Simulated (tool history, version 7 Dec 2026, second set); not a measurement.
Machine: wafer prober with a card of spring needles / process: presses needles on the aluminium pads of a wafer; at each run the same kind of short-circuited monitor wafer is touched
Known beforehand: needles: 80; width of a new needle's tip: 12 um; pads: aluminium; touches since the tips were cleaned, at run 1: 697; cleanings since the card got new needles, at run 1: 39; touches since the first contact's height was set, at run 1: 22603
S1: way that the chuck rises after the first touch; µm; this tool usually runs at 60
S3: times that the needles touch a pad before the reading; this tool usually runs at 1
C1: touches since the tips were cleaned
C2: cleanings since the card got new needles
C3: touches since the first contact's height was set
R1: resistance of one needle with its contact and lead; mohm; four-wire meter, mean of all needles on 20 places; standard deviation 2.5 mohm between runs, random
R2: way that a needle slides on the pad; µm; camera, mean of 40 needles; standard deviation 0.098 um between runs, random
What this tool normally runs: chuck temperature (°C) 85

Run 1, day 0: usual settings; C1 697; C2 39; C3 22603. Result: R1 304 mohm, R2 15.5 µm.
At day 0.167: tips cleaned on abrasive film.
Run 2, day 0.367: usual settings; C1 2161; C2 40; C3 26539. Result: R1 326 mohm, R2 15.44 µm.
At day 0.412: tips cleaned on abrasive film.
At day 0.629: tips cleaned on abrasive film.
Run 3, day 0.788: usual settings; C1 1726; C2 42; C3 31020. Result: R1 323 mohm, R2 15.21 µm.
At day 0.883: tips cleaned on abrasive film.
At day 1.108: tips cleaned on abrasive film.
Run 4, day 1.179: usual settings but S3 3; C1 753; C2 44; C3 35203. Result: R1 295 mohm, R2 15.38 µm.
At day 1.354: tips cleaned on abrasive film.
At day 1.6: tips cleaned on abrasive film.
Run 5, day 1.775: usual settings but chuck temperature (°C) 54, S3 3; C1 1894; C2 46; C3 41596. Result: R1 287 mohm, R2 15.19 µm.
At day 1.833: tips cleaned on abrasive film.
At day 2.067: tips cleaned on abrasive film.
Run 6, day 2.25: usual settings but chuck temperature (°C) 54, S3 2; C1 1978; C2 48; C3 46666. Result: R1 301 mohm, R2 15.27 µm.
At day 2.308: tips cleaned on abrasive film.
At day 2.533: tips cleaned on abrasive film.
Run 7, day 2.575: usual settings but S1 46 µm, chuck temperature (°C) 65; C1 453; C2 50; C3 50096. Result: R1 302 mohm, R2 11.61 µm.
At day 2.767: tips cleaned on abrasive film.
Run 8, day 2.871: usual settings but S1 45 µm, chuck temperature (°C) 56; C1 1161; C2 51; C3 53294. Result: R1 320 mohm, R2 11.27 µm.
At day 2.996: tips cleaned on abrasive film.
At day 3.221: tips cleaned on abrasive film.
Run 9, day 3.221: usual settings but S1 70 µm, chuck temperature (°C) 84; C1 0; C2 53; C3 56982. Result: R1 289 mohm, R2 17.94 µm.
At day 3.479: tips cleaned on abrasive film.
Run 10, day 3.679: usual settings but S1 70 µm, chuck temperature (°C) 84, S3 2; C1 2167; C2 54; C3 61935. Result: R1 300 mohm, R2 17.6 µm.

Each row is a separate what-if for the run after 10, all from the same tool condition, not one after another. Results?
At day 3.721: tips cleaned on abrasive film.
At day 3.967: tips cleaned on abrasive film.
At day 4.192: tips cleaned on abrasive film.
Run A, day 4.283: usual settings but S1 64 µm, chuck temperature (°C) 96; C1 1013; C2 57; C3 68370. Result: R1 ?, R2 ?.
At day 3.721: tips cleaned on abrasive film.
At day 3.967: tips cleaned on abrasive film.
At day 4.192: tips cleaned on abrasive film.
Run B, day 4.283: usual settings but S1 41 µm, chuck temperature (°C) 61, S3 2; C1 1013; C2 57; C3 68370. Result: R1 ?, R2 ?.
At day 3.721: tips cleaned on abrasive film.
At day 3.967: tips cleaned on abrasive film.
At day 4.192: tips cleaned on abrasive film.
Run C, day 4.283: usual settings but S1 50 µm, chuck temperature (°C) 86; C1 1013; C2 57; C3 68370. Result: R1 ?, R2 ?.
At day 3.721: tips cleaned on abrasive film.
At day 3.967: tips cleaned on abrasive film.
At day 4.192: tips cleaned on abrasive film.
Run D, day 4.283: usual settings but S1 48 µm, chuck temperature (°C) 30, S3 2; C1 1013; C2 57; C3 68370. Result: R1 ?, R2 ?.
At day 3.721: tips cleaned on abrasive film.
At day 3.967: tips cleaned on abrasive film.
At day 4.192: tips cleaned on abrasive film.
Run E, day 4.283: usual settings but S1 40 µm, chuck temperature (°C) 114; C1 1013; C2 57; C3 68370. Result: R1 ?, R2 ?.

run   R1     R2
  A  309  15.94
  B  319   10.1
  C  325  12.46
  D  297  11.86
  E  351   9.76
What these runs would have given with no unlogged condition in the tool:
run   R1     R2
  A  284  16.61
  B  282  10.78
  C  286  13.13
  D  269  12.53
  E  295  10.42
